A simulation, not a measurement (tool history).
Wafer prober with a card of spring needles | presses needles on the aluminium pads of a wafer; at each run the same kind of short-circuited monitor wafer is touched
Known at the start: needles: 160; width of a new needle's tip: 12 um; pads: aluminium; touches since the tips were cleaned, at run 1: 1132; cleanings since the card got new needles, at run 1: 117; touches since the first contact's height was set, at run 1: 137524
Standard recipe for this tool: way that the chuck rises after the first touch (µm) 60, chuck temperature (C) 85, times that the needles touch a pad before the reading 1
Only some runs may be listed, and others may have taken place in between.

run    hour  way that the chuck rises after the first touch (µm)  chuck temperature (C)  times that the needles touch a pad before the reading  touches since the tips were cleaned  cleanings since the card got new needles  touches since the first contact's height was set  resistance of one needle with its contact and lead (mohm)  way that a needle slides on the pad (µm)
  1       0                                                   60                     85                                                      1                                 1132                                       117                                            137524                                                        294                                     11.73
       16.5  -- tips cleaned on abrasive film
  2    31.1                                                   60                     85                                                      1                                 5847                                       118                                            149982                                                        318                                     11.77
       35.9  -- tips cleaned on abrasive film
       56.3  -- tips cleaned on abrasive film
  3    60.3                                                   60                     85                                                      1                                 1617                                       120                                            161655                                                        297                                     11.61
       79.2  -- tips cleaned on abrasive film
       99.8  -- tips cleaned on abrasive film
  4   101.6                                                   67                     85                                                      1                                  716                                       122                                            178172                                                        284                                     13.04
      118.9  -- tips cleaned on abrasive film
      138.6  -- tips cleaned on abrasive film
  5   138.6                                                   67                     85                                                      1                                    0                                       124                                            192962                                                        276                                        13
      160.2  -- tips cleaned on abrasive film
  6   177.9                                                   60                     85                                                      1                                 7104                                       125                                            208726                                                        324                                     11.51
      182.7  -- tips cleaned on abrasive film
      204.9  -- tips cleaned on abrasive film
      228.1  -- tips cleaned on abrasive film
      233.1  -- height of the first contact set anew
  7   239.9                                                   60                     85                                                      1                                 4647                                       128                                              2753                                                        320                                     11.97
      250.4  -- tips cleaned on abrasive film
      273.7  -- tips cleaned on abrasive film
  8   285.6                                                   60                     85                                                      1                                 4789                                       130                                             21044                                                        316                                     12.03
        294  -- tips cleaned on abrasive film
      314.9  -- tips cleaned on abrasive film
  9   330.9                                                   60                     85                                                      1                                 6418                                       132                                             39173                                                        325                                     11.97
      334.7  -- tips cleaned on abrasive film
      356.1  -- tips cleaned on abrasive film
 10   362.3                                                   60                     85                                                      1                                 2462                                       134                                             51713                                                        301                                     11.87
      378.8  -- tips cleaned on abrasive film
        399  -- tips cleaned on abrasive film
      419.5  -- tips cleaned on abrasive film
 11   425.4                                                   60                     85                                                      1                                 2341                                       137                                             76971                                                        300                                     11.82
      438.6  -- tips cleaned on abrasive film
      459.9  -- tips cleaned on abrasive film
      479.9  -- tips cleaned on abrasive film
 12   482.5                                                   60                     26                                                      1                                 1048                                       140                                             99816                                                        275                                      11.7
      500.4  -- tips cleaned on abrasive film
        523  -- tips cleaned on abrasive film
 13   526.4                                                   60                     85                                                      3                                 1348                                       142                                            117385                                                        285                                     11.75
      542.1  -- tips cleaned on abrasive film
        564  -- tips cleaned on abrasive film
      586.9  -- tips cleaned on abrasive film
 14   588.3                                                   60                     85                                                      3                                  555                                       145                                            142161                                                        282                                     11.59
      606.6  -- tips cleaned on abrasive film
      626.6  -- tips cleaned on abrasive film
      648.7  -- tips cleaned on abrasive film
 15   654.4                                                   60                     76                                                      1                                 2306                                       148                                            168652                                                        302                                     11.67
      670.9  -- tips cleaned on abrasive film
      691.3  -- tips cleaned on abrasive film
      713.8  -- tips cleaned on abrasive film
 16   715.8                                                   62                     27                                                      2                                  802                                       151                                            193190                                                        269                                     11.94
      733.2  -- tips cleaned on abrasive film
 17   749.8                                                   62                     27                                                      2                                 6667                                       152                                            206848                                                        289                                     11.97
      753.2  -- tips cleaned on abrasive film
      773.3  -- tips cleaned on abrasive film
 18   790.4                                                   42                     36                                                      2                                 6857                                       154                                            223081                                                        331                                      7.79
      794.7  -- tips cleaned on abrasive film
      808.4  -- height of the first contact set anew
      816.7  -- tips cleaned on abrasive film
      838.4  -- tips cleaned on abrasive film
 19   844.1                                                   42                     26                                                      2                                 2268                                       157                                             14289                                                        294                                      8.39
        859  -- tips cleaned on abrasive film
      881.1  -- tips cleaned on abrasive film
 20   885.3                                                   46                     36                                                      1                                 1693                                       159                                             30780                                                        305                                      9.13
      902.7  -- tips cleaned on abrasive film
      925.4  -- tips cleaned on abrasive film
 21   932.4                                                   46                     36                                                      1                                 2785                                       161                                             49631                                                        324                                      9.07
      945.2  -- tips cleaned on abrasive film
      965.9  -- tips cleaned on abrasive film
 22   971.7                                                   60                     34                                                      1                                 2341                                       163                                             65377                                                        286                                      11.9
      985.3  -- tips cleaned on abrasive film
       1007  -- tips cleaned on abrasive film
 23  1021.2                                                   60                     94                                                      3                                 5684                                       165                                             85182                                                        299                                     11.84
     1029.7  -- tips cleaned on abrasive film
     1050.1  -- tips cleaned on abrasive film
     1073.1  -- tips cleaned on abrasive film
 24  1081.8                                                   68                     85                                                      2                                 3527                                       168                                            109463                                                        293                                     13.31
     1094.3  -- tips cleaned on abrasive film
     1117.7  -- tips cleaned on abrasive film
 25  1119.9                                                   60                     27                                                      2                                  904                                       170                                            124696                                                        269                                     11.69

Each row is a separate what-if for the run after 25, all from the same tool condition, not one after another. Results?
     1140.1  -- tips cleaned on abrasive film
     1162.1  -- tips cleaned on abrasive film
     1181.9  -- tips cleaned on abrasive film
  A  1181.9                                                   60                    122                                                      1                                    0                                       173                                            149480                                                          ?                                         ?
     1140.1  -- tips cleaned on abrasive film
     1162.1  -- tips cleaned on abrasive film
     1181.9  -- tips cleaned on abrasive film
  B  1181.9                                                   65                     35                                                      3                                    0                                       173                                            149480                                                          ?                                         ?
     1140.1  -- tips cleaned on abrasive film
     1162.1  -- tips cleaned on abrasive film
     1181.9  -- tips cleaned on abrasive film
  C  1181.9                                                   74                     67                                                      2                                    0                                       173                                            149480                                                          ?                                         ?
     1140.1  -- tips cleaned on abrasive film
     1162.1  -- tips cleaned on abrasive film
     1181.9  -- tips cleaned on abrasive film
  D  1181.9                                                   60                     85                                                      2                                    0                                       173                                            149480                                                          ?                                         ?

run  resistance of one needle with its contact and lead (mohm)  way that a needle slides on the pad (µm)
  A                                                        292                                     11.69
  B                                                        266                                     12.62
  C                                                        274                                     14.45
  D                                                        282                                      11.8
Had the tool no hidden state, the same runs would have come out as:
run  resistance of one needle with its contact and lead (mohm)  way that a needle slides on the pad (µm)
  A                                                        287                                     12.01
  B                                                        264                                     12.93
  C                                                        272                                     14.77
  D                                                        279                                     12.12

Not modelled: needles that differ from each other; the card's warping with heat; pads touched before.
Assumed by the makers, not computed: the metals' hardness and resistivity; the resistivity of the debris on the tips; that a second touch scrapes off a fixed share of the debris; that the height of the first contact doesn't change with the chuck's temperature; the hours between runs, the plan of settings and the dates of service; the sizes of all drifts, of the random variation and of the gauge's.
